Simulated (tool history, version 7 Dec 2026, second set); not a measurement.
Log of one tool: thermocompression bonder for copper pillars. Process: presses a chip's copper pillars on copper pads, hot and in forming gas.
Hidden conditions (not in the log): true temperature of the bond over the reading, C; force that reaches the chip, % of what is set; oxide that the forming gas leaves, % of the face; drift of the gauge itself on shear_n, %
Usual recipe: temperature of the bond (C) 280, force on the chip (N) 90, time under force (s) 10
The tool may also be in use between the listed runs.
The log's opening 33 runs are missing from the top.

| run | hour | temperature of the bond (C) | force on the chip (N) | time under force (s) | hours of work since the heater was calibrated | hours of work since the force cell was calibrated | hours of work since the gas filter was changed | force that shears a chip off (N) |
|---|---|---|---|---|---|---|---|---|
| 34 | 348.1 | 280 | 81 | 9 | 252 | 424 | 424 | 45.8 |
| 35 | 361.2 | 291 | 91 | 10 | 257 | 429 | 429 | 57.7 |
|  | 365.4 | forming gas filter changed |
| 36 | 370.0 | 296 | 90 | 6 | 260 | 432 | 2 | 54.9 |
| 37 | 384.8 | 296 | 90 | 6 | 266 | 438 | 8 | 54.4 |
| 38 | 396.3 | 291 | 98 | 29 | 271 | 443 | 12 | 79.8 |
| 39 | 410.6 | 261 | 66 | 29 | 276 | 448 | 18 | 48.0 |
| 40 | 419.0 | 280 | 83 | 10 | 280 | 452 | 22 | 51.8 |
| 41 | 430.7 | 280 | 83 | 10 | 285 | 457 | 26 | 51.8 |

What if the next run were any one of these 3? Each begins from the tool's condition after run 41:
| A | 439.8 | 295 | 87 | 7 | 288 | 460 | 30 | ? |
| B | 439.8 | 280 | 110 | 10 | 288 | 460 | 30 | ? |
| C | 439.8 | 267 | 64 | 8 | 288 | 460 | 30 | ? |

| run | force that shears a chip off (N) |
|---|---|
| A | 54.8 |
| B | 63.3 |
| C | 31.0 |
Take away the tool's hidden state, keep each run's random variation, and the runs would have read:
| run | force that shears a chip off (N) |
|---|---|
| A | 53.5 |
| B | 62.1 |
| C | 30.0 |
